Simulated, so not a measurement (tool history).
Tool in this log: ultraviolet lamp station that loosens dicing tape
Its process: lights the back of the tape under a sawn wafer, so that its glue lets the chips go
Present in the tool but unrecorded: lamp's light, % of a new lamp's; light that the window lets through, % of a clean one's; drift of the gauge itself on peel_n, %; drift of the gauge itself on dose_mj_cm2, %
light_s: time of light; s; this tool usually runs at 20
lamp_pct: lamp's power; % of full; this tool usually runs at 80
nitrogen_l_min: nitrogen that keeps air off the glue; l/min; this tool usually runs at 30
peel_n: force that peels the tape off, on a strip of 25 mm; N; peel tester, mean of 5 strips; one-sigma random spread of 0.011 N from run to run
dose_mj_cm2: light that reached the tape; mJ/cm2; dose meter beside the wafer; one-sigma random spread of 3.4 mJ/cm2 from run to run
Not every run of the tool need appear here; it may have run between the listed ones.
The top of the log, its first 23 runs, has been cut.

| run | day | light_s | lamp_pct | nitrogen_l_min | hours of work of the lamp | hours of work since the window was cleaned | peel_n | dose_mj_cm2 |
|---|---|---|---|---|---|---|---|---|
| 24 | 18.871 | 20 | 61 | 22 | 892 | 446 | 1.413 | 326 |
| 25 | 19.6 | 19 | 74 | 14 | 903 | 458 | 1.445 | 369 |
|  | 20.504 | window cleaned of glue's vapour |
| 26 | 20.612 | 23 | 71 | 14 | 919 | 2 | 1.119 | 443 |
| 27 | 21.592 | 23 | 68 | 25 | 934 | 17 | 0.871 | 425 |
| 28 | 22.267 | 24 | 64 | 19 | 945 | 28 | 1.053 | 415 |
| 29 | 23.196 | 21 | 68 | 29 | 960 | 42 | 0.939 | 380 |
| 30 | 24.317 | 10 | 69 | 12 | 977 | 60 | 2.993 | 184 |
| 31 | 24.825 | 20 | 65 | 24 | 985 | 68 | 1.222 | 343 |
| 32 | 25.454 | 39 | 77 | 19 | 995 | 78 | 0.344 | 796 |
| 33 | 26.233 | 13 | 64 | 13 | 1007 | 90 | 2.519 | 219 |
| 34 | 27.296 | 15 | 64 | 13 | 1024 | 107 | 2.217 | 254 |
| 35 | 28.246 | 15 | 74 | 13 | 1039 | 122 | 1.928 | 289 |
| 36 | 28.704 | 22 | 74 | 13 | 1046 | 129 | 1.26 | 421 |
| 37 | 29.588 | 22 | 71 | 12 | 1060 | 143 | 1.388 | 401 |
| 38 | 30.225 | 22 | 71 | 12 | 1070 | 153 | 1.467 | 403 |
| 39 | 30.808 | 21 | 72 | 45 | 1080 | 162 | 0.708 | 393 |
| 40 | 31.354 | 21 | 72 | 45 | 1088 | 171 | 0.721 | 389 |
| 41 | 32.371 | 27 | 98 | 37 | 1104 | 187 | 0.293 | 675 |
| 42 | 33.192 | 20 | 61 | 38 | 1117 | 200 | 1.132 | 314 |
| 43 | 33.696 | 33 | 84 | 9 | 1125 | 208 | 0.732 | 699 |
| 44 | 34.496 | 21 | 85 | 9 | 1138 | 221 | 1.397 | 445 |

Branching from run 44: 3 alternative next runs. What would each branch give?
| A | 35.588 | 24 | 77 | 14 | 1155 | 238 | ? | ? |
| B | 35.588 | 28 | 80 | 39 | 1155 | 238 | ? | ? |
| C | 35.588 | 21 | 85 | 13 | 1155 | 238 | ? | ? |

| run | peel_n | dose_mj_cm2 |
|---|---|---|
| A | 1.043 | 461 |
| B | 0.403 | 562 |
| C | 1.203 | 442 |
Take away the tool's hidden state, keep each run's random variation, and the runs would have read:
| run | peel_n | dose_mj_cm2 |
|---|---|---|
| A | 0.616 | 638 |
| B | 0.238 | 777 |
| C | 0.724 | 611 |
